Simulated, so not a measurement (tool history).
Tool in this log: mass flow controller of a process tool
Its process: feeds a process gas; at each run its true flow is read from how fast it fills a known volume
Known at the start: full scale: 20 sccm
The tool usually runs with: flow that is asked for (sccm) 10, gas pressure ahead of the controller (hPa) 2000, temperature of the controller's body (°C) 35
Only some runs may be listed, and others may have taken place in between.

run    hour  flow that is asked for (sccm)  gas pressure ahead of the controller (hPa)  temperature of the controller's body (°C)  true flow (%)
  1       0                             10                                        2000                                         35          99.28
  2    79.3                             10                                        2000                                         35          99.44
  3   153.5                             10                                        2000                                         35          99.44
  4   259.2                             10                                        2000                                         35          99.45
  5   366.7                             10                                        2000                                         35          99.39
      378.1  -- controller's zero set anew
  6   488.7                             10                                        2000                                         35          99.22
  7   551.3                             10                                        2000                                         35           99.3
        634  -- controller's zero set anew, once more
  8   678.6                             10                                        2000                                         35           99.5
  9   780.7                             10                                        2000                                         35          99.52
 10     901                             10                                        2000                                         35          99.38
 11  1021.5                             20                                        1600                                         22          99.51
 12  1138.7                             10                                        2310                                         35          99.49
 13  1258.8                             13                                        2730                                         35          99.33
 14  1403.9                             13                                        2730                                         35          99.45
 15  1530.3                              2                                        2730                                         20          97.11
 16  1626.9                             10                                        1850                                         23          99.01
 17  1727.1                              4                                        2750                                         34          98.58
 18  1798.3                              4                                        2750                                         34          98.43

Below are 5 alternative next runs, each starting from the tool's condition after run 18. Predict each:
  A  1929.8                              2                                        1540                                         24              ?
  B  1929.8                              7                                        1960                                         20              ?
  C  1929.8                              4                                        2750                                         22              ?
  D  1929.8                              4                                        2040                                         28              ?
  E  1929.8                              3                                        2600                                         35              ?

run  true flow (%)
  A          97.57
  B          98.51
  C          97.96
  D          98.29
  E          98.23
Without the tool's hidden state the same runs would have given:
run  true flow (%)
  A          99.41
  B          99.35
  C          99.09
  D          99.43
  E           99.6
